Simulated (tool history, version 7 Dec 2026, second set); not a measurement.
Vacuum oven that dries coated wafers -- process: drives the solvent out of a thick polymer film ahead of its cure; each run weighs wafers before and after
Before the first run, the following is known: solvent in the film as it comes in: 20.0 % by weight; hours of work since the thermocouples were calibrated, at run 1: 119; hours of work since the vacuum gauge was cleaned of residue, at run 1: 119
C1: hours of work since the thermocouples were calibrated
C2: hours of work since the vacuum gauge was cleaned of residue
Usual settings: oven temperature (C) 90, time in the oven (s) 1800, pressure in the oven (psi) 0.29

{"run": 1, "hour": 0.0, "oven temperature (C)": 90, "time in the oven (s)": 1800, "pressure in the oven (psi)": 0.29, "C1": 119, "C2": 119, "solvent left in the film (%)": 2.42}
{"run": 2, "hour": 78.1, "oven temperature (C)": 90, "time in the oven (s)": 1800, "pressure in the oven (psi)": 0.29, "C1": 169, "C2": 169, "solvent left in the film (%)": 2.43}
{"run": 3, "hour": 207.5, "oven temperature (C)": 90, "time in the oven (s)": 1800, "pressure in the oven (psi)": 0.29, "C1": 252, "C2": 252, "solvent left in the film (%)": 2.38}
{"run": 4, "hour": 291.7, "oven temperature (C)": 90, "time in the oven (s)": 1800, "pressure in the oven (psi)": 0.29, "C1": 307, "C2": 307, "solvent left in the film (%)": 2.46}
{"run": 5, "hour": 349.1, "oven temperature (C)": 90, "time in the oven (s)": 1800, "pressure in the oven (psi)": 0.29, "C1": 344, "C2": 344, "solvent left in the film (%)": 2.47}
{"run": 6, "hour": 440.1, "oven temperature (C)": 90, "time in the oven (s)": 1800, "pressure in the oven (psi)": 0.29, "C1": 402, "C2": 402, "solvent left in the film (%)": 2.43}
{"run": 7, "hour": 528.9, "oven temperature (C)": 90, "time in the oven (s)": 1800, "pressure in the oven (psi)": 0.29, "C1": 459, "C2": 459, "solvent left in the film (%)": 2.43}
{"run": 8, "hour": 642.5, "oven temperature (C)": 86, "time in the oven (s)": 1800, "pressure in the oven (psi)": 0.29, "C1": 532, "C2": 532, "solvent left in the film (%)": 3.31}
{"run": 9, "hour": 716.0, "oven temperature (C)": 90, "time in the oven (s)": 1800, "pressure in the oven (psi)": 0.434, "C1": 580, "C2": 580, "solvent left in the film (%)": 3.08}
{"run": 10, "hour": 790.6, "oven temperature (C)": 90, "time in the oven (s)": 1800, "pressure in the oven (psi)": 0.434, "C1": 628, "C2": 628, "solvent left in the film (%)": 3.09}
{"run": 11, "hour": 872.2, "oven temperature (C)": 90, "time in the oven (s)": 1800, "pressure in the oven (psi)": 0.173, "C1": 680, "C2": 680, "solvent left in the film (%)": 2.05}
{"run": 12, "hour": 946.7, "oven temperature (C)": 90, "time in the oven (s)": 1800, "pressure in the oven (psi)": 0.173, "C1": 728, "C2": 728, "solvent left in the film (%)": 2}
{"hour": 954.1, "done": "vacuum gauge cleaned of residue and calibrated"}
{"run": 13, "hour": 1065.3, "oven temperature (C)": 90, "time in the oven (s)": 1800, "pressure in the oven (psi)": 0.661, "C1": 803, "C2": 72, "solvent left in the film (%)": 4.09}
{"run": 14, "hour": 1128.8, "oven temperature (C)": 90, "time in the oven (s)": 1800, "pressure in the oven (psi)": 0.348, "C1": 844, "C2": 112, "solvent left in the film (%)": 2.82}
{"run": 15, "hour": 1246.1, "oven temperature (C)": 90, "time in the oven (s)": 1800, "pressure in the oven (psi)": 0.29, "C1": 920, "C2": 188, "solvent left in the film (%)": 2.6}
{"run": 16, "hour": 1370.3, "oven temperature (C)": 90, "time in the oven (s)": 1800, "pressure in the oven (psi)": 0.29, "C1": 999, "C2": 268, "solvent left in the film (%)": 2.52}
{"run": 17, "hour": 1483.1, "oven temperature (C)": 91, "time in the oven (s)": 1800, "pressure in the oven (psi)": 0.157, "C1": 1072, "C2": 340, "solvent left in the film (%)": 1.92}
{"hour": 1571.8, "done": "vacuum gauge cleaned of residue and calibrated, once more"}
{"run": 18, "hour": 1598.5, "oven temperature (C)": 90, "time in the oven (s)": 1140, "pressure in the oven (psi)": 0.29, "C1": 1145, "C2": 17, "solvent left in the film (%)": 4.05}
{"run": 19, "hour": 1702.0, "oven temperature (C)": 96, "time in the oven (s)": 900, "pressure in the oven (psi)": 1.124, "C1": 1212, "C2": 84, "solvent left in the film (%)": 6}
{"run": 20, "hour": 1831.1, "oven temperature (C)": 96, "time in the oven (s)": 900, "pressure in the oven (psi)": 1.124, "C1": 1295, "C2": 167, "solvent left in the film (%)": 6.02}
{"run": 21, "hour": 1898.1, "oven temperature (C)": 89, "time in the oven (s)": 900, "pressure in the oven (psi)": 0.672, "C1": 1338, "C2": 210, "solvent left in the film (%)": 6.83}
{"run": 22, "hour": 1974.8, "oven temperature (C)": 96, "time in the oven (s)": 1080, "pressure in the oven (psi)": 0.621, "C1": 1387, "C2": 259, "solvent left in the film (%)": 3.78}
{"hour": 2047.0, "done": "oven's thermocouples calibrated"}
{"run": 23, "hour": 2072.4, "oven temperature (C)": 90, "time in the oven (s)": 1140, "pressure in the oven (psi)": 0.184, "C1": 16, "C2": 321, "solvent left in the film (%)": 3.8}
{"run": 24, "hour": 2176.5, "oven temperature (C)": 90, "time in the oven (s)": 1140, "pressure in the oven (psi)": 0.184, "C1": 83, "C2": 388, "solvent left in the film (%)": 3.75}
{"run": 25, "hour": 2268.0, "oven temperature (C)": 90, "time in the oven (s)": 1140, "pressure in the oven (psi)": 0.184, "C1": 142, "C2": 447, "solvent left in the film (%)": 3.84}
{"run": 26, "hour": 2338.7, "oven temperature (C)": 90, "time in the oven (s)": 1140, "pressure in the oven (psi)": 0.184, "C1": 188, "C2": 492, "solvent left in the film (%)": 3.8}

What will run 27 give?
{"run": 27, "hour": 2445.5, "oven temperature (C)": 101, "time in the oven (s)": 2340, "pressure in the oven (psi)": 0.29, "C1": 256, "C2": 561, "solvent left in the film (%)": "?"}

Run 27 produced solvent left in the film (%) 0.96.
On a tool with no hidden condition, and with the same random variation, this run would have come out at solvent left in the film (%) 0.9.
